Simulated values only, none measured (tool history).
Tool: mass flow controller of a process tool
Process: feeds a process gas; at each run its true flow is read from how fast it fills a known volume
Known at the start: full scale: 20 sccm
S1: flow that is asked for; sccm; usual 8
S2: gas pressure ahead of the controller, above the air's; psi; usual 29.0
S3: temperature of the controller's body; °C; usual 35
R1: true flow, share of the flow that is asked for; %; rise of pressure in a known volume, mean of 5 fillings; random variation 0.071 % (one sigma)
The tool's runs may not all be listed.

run    hour  S1    S2  S3      R1
  1     0.0   8  29.0  35   99.43
  2   146.3   6  29.0  35   99.39
  3   292.8   8  29.0  24   98.67
  4   415.5   8  29.0  24   98.52
  5   543.5   8  29.0  24   98.56
  6   666.6   8  34.1  35   99.45
  7   811.1   8  34.1  35   99.48
  8   879.1   8  34.1  35   99.57
  9  1002.3   8  34.1  35   99.67
 10  1107.2   8  34.1  35   99.62
 11  1267.7   8  34.1  35   99.57
 12  1403.2   8  34.1  35   99.71
 13  1503.2   8  21.3  35   99.92
 14  1622.9  15  29.0  35  100.34
 15  1746.8   8  22.0  35   99.86
 16  1828.7   8  25.2  35   99.73
 17  1910.3   8  29.0  35   99.77
 18  2069.2   8  29.0  35   99.89
 19  2215.6   8  29.0  35   99.90
 20  2290.2   8  29.0  35   99.88
 21  2398.9   8  29.0  35   99.69
     2406.8  -- controller's zero set anew
 22  2491.8   8  29.0  35  100.44
 23  2630.0   8  29.0  35  100.66
 24  2751.9   9  29.0  35  100.40
 25  2914.2   3  29.0  23  102.18
     3039.2  -- controller's zero set anew, once more
 26  3063.5  11  29.7  28   98.35
 27  3194.9  11  24.7  32   98.64
 28  3339.6   8  32.3  38   98.87
 29  3451.1   8  32.3  38   98.99
 30  3552.2   8  27.0  38   99.14
 31  3717.6   3  30.6  22   97.52
 32  3815.4   6  21.5  27   98.10
 33  3959.7   4  37.9  28   98.09
 34  4047.0  19  40.3  24   98.80
 35  4137.3   3  31.2  35   99.23
 36  4284.2  10  29.0  39   99.46
 37  4405.1  10  22.6  30   98.84
 38  4503.2  13  22.3  33   99.26
 39  4610.5  17  29.0  35   99.76
 40  4703.1  17  29.0  35   99.76

3 ways to go on from here, each from the tool as it stands after run 40. What would each give?
  A  4824.1  17  25.2  33   ?
  B  4824.1  11  29.0  38   ?
  C  4824.1   8  38.9  35   ?

run     R1
  A  99.58
  B  99.50
  C  99.02
Without the tool's hidden state the same runs would have given:
run      R1
  A  100.37
  B  100.10
  C   99.41
